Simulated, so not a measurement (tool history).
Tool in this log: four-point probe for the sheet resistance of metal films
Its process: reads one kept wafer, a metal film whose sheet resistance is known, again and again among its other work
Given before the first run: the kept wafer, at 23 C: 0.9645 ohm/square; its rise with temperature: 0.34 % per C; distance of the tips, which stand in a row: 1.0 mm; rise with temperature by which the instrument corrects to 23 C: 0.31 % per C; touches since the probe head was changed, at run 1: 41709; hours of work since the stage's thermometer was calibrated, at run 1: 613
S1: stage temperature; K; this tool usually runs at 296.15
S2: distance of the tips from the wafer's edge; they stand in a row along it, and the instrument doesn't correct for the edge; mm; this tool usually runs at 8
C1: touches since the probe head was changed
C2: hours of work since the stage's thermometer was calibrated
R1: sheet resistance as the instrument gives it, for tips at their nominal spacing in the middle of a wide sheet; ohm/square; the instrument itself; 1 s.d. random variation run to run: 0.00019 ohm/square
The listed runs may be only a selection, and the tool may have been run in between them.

Run 1, hour 0.0: usual settings; C1 41709; C2 613. Result: R1 0.972545 ohm/square.
Run 2, hour 39.4: usual settings; C1 43560; C2 640. Result: R1 0.972485 ohm/square.
Run 3, hour 85.7: usual settings but S1 297.15 K; C1 45740; C2 672. Result: R1 0.972723 ohm/square.
Run 4, hour 135.5: usual settings but S1 299.15 K; C1 48081; C2 706. Result: R1 0.973453 ohm/square.
Run 5, hour 176.8: usual settings but S1 299.15 K; C1 50019; C2 735. Result: R1 0.973212 ohm/square.
Run 6, hour 227.2: usual settings but S1 299.15 K; C1 52391; C2 770. Result: R1 0.972835 ohm/square.
Run 7, hour 260.3: usual settings but S1 299.15 K; C1 53945; C2 792. Result: R1 0.972900 ohm/square.
Run 8, hour 303.5: usual settings but S1 293.15 K, S2 65 mm; C1 55977; C2 822. Result: R1 0.963000 ohm/square.
At hour 309.8: stage's thermometer calibrated.
Run 9, hour 335.8: usual settings but S1 293.15 K, S2 71 mm; C1 57474; C2 18. Result: R1 0.962799 ohm/square.
Run 10, hour 379.0: usual settings but S1 297.15 K, S2 7 mm; C1 59502; C2 48. Result: R1 0.974385 ohm/square.
Run 11, hour 418.6: usual settings but S1 302.15 K, S2 60 mm; C1 61364; C2 75. Result: R1 0.964949 ohm/square.
Run 12, hour 446.2: usual settings but S1 302.15 K, S2 60 mm; C1 62664; C2 94. Result: R1 0.965308 ohm/square.
At hour 484.9: stage's thermometer calibrated, once more.
Run 13, hour 503.5: usual settings but S1 302.15 K, S2 60 mm; C1 65333; C2 13. Result: R1 0.965896 ohm/square.
Run 14, hour 564.8: usual settings but S1 302.15 K, S2 60 mm; C1 68214; C2 55. Result: R1 0.966179 ohm/square.

Measured minus without-hidden-state, run by run (identical run-to-run variation in each term; gauge scatter may differ):
Hidden state present: inner tips' distance over the nominal, %; tips' flats over new ones', %; wafer's true temperature over the reading, C; drift of the gauge itself on sheet_ohm, %.
run         R1
  1  -0.000009
  2  -0.000079
  3  -0.000170
  4  -0.000260
  5  -0.000341
  6  -0.000441
  7  -0.000504
  8  -0.000588
  9  -0.001013
 10  -0.001099
 11  -0.001147
 12  -0.001201
 13  -0.000566
 14  -0.000675
